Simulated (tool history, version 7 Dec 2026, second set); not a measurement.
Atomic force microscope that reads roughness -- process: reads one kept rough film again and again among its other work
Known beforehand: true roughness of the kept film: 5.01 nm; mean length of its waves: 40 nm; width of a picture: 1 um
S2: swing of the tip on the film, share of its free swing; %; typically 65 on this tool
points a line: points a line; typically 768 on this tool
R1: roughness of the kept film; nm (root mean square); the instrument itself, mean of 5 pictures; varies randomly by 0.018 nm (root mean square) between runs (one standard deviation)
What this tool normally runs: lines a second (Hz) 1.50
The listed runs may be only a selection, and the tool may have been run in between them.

Run 1, hour 0.0: usual settings. Result: R1 4.320 nm (root mean square).
Run 2, hour 7.7: usual settings but lines a second (Hz) 0.78. Result: R1 4.405 nm (root mean square).
Run 3, hour 12.3: usual settings but lines a second (Hz) 0.78. Result: R1 4.379 nm (root mean square).
Run 4, hour 20.7: usual settings but lines a second (Hz) 0.78. Result: R1 4.362 nm (root mean square).
Run 5, hour 25.6: usual settings but S2 85 %. Result: R1 3.797 nm (root mean square).
Run 6, hour 33.2: usual settings but S2 85 %. Result: R1 3.739 nm (root mean square).
Run 7, hour 38.4: usual settings but S2 85 %. Result: R1 3.742 nm (root mean square).
Run 8, hour 46.7: usual settings but S2 57 %. Result: R1 4.249 nm (root mean square).
Run 9, hour 54.7: usual settings but lines a second (Hz) 1.89, S2 57 %, points a line 261. Result: R1 4.126 nm (root mean square).
Run 10, hour 60.3: usual settings but lines a second (Hz) 1.89, S2 57 %, points a line 261. Result: R1 4.089 nm (root mean square).

Results per run with the tool's hidden condition removed, run-to-run variation unchanged:
Hidden conditions of the tool in this case: radius of the tip, nm; height scale over the true one, %; drift of the gauge itself on roughness_nm, %.
run     R1
  1  4.346
  2  4.461
  3  4.448
  4  4.462
  5  3.899
  6  3.865
  7  3.887
  8  4.443
  9  4.347
 10  4.328
